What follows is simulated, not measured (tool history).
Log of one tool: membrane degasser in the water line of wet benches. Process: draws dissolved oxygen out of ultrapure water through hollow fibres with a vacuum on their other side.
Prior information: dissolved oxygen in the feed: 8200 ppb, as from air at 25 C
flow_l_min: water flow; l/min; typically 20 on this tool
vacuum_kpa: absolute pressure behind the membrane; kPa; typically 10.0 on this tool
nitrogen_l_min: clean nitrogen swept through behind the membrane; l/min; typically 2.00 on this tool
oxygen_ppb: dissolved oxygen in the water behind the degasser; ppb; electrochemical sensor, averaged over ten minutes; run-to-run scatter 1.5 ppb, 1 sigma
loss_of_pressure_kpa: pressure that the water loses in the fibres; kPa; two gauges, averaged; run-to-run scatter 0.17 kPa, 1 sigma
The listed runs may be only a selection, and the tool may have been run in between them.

run 1 hour=0.0 | flow_l_min=20 vacuum_kpa=10.0 nitrogen_l_min=2.00 | oxygen_ppb=165.7 loss_of_pressure_kpa=29.71
run 2 hour=145.1 | flow_l_min=20 vacuum_kpa=10.0 nitrogen_l_min=2.00 | oxygen_ppb=165.1 loss_of_pressure_kpa=29.53
run 3 hour=233.1 | flow_l_min=20 vacuum_kpa=10.0 nitrogen_l_min=2.00 | oxygen_ppb=164.9 loss_of_pressure_kpa=29.60
run 4 hour=399.3 | flow_l_min=20 vacuum_kpa=10.0 nitrogen_l_min=2.00 | oxygen_ppb=163.4 loss_of_pressure_kpa=29.62
run 5 hour=601.4 | flow_l_min=20 vacuum_kpa=10.0 nitrogen_l_min=2.00 | oxygen_ppb=163.7 loss_of_pressure_kpa=29.28
run 6 hour=708.8 | flow_l_min=14 vacuum_kpa=10.0 nitrogen_l_min=2.00 | oxygen_ppb=117.1 loss_of_pressure_kpa=20.82
run 7 hour=823.4 | flow_l_min=14 vacuum_kpa=10.0 nitrogen_l_min=2.00 | oxygen_ppb=112.8 loss_of_pressure_kpa=20.89
run 8 hour=971.7 | flow_l_min=14 vacuum_kpa=8.6 nitrogen_l_min=2.69 | oxygen_ppb=68.0 loss_of_pressure_kpa=20.69
run 9 hour=1055.2 | flow_l_min=28 vacuum_kpa=14.7 nitrogen_l_min=0.89 | oxygen_ppb=748.6 loss_of_pressure_kpa=41.45
-- hour=1091.6 seals of the vacuum lines changed
run 10 hour=1254.5 | flow_l_min=28 vacuum_kpa=14.7 nitrogen_l_min=0.89 | oxygen_ppb=718.8 loss_of_pressure_kpa=41.46
run 11 hour=1351.7 | flow_l_min=20 vacuum_kpa=14.7 nitrogen_l_min=5.49 | oxygen_ppb=108.1 loss_of_pressure_kpa=29.60
run 12 hour=1505.7 | flow_l_min=30 vacuum_kpa=16.4 nitrogen_l_min=1.23 | oxygen_ppb=679.9 loss_of_pressure_kpa=44.69
run 13 hour=1608.4 | flow_l_min=12 vacuum_kpa=10.3 nitrogen_l_min=1.23 | oxygen_ppb=163.4 loss_of_pressure_kpa=17.88

Predict each of these 3 candidate next runs independently; none follows another, all start after run 13:
run A hour=1780.0 | flow_l_min=20 vacuum_kpa=7.1 nitrogen_l_min=2.00 | oxygen_ppb=? loss_of_pressure_kpa=?
run B hour=1780.0 | flow_l_min=26 vacuum_kpa=18.3 nitrogen_l_min=1.79 | oxygen_ppb=? loss_of_pressure_kpa=?
run C hour=1780.0 | flow_l_min=15 vacuum_kpa=10.7 nitrogen_l_min=1.23 | oxygen_ppb=? loss_of_pressure_kpa=?

run=A oxygen_ppb=97.1 loss_of_pressure_kpa=29.31
run=B oxygen_ppb=490.7 loss_of_pressure_kpa=38.39
run=C oxygen_ppb=212.1 loss_of_pressure_kpa=22.34
Without the tool's unlogged condition, the same runs would have read:
run=A oxygen_ppb=96.9 loss_of_pressure_kpa=29.29
run=B oxygen_ppb=490.4 loss_of_pressure_kpa=38.36
run=C oxygen_ppb=211.8 loss_of_pressure_kpa=22.32
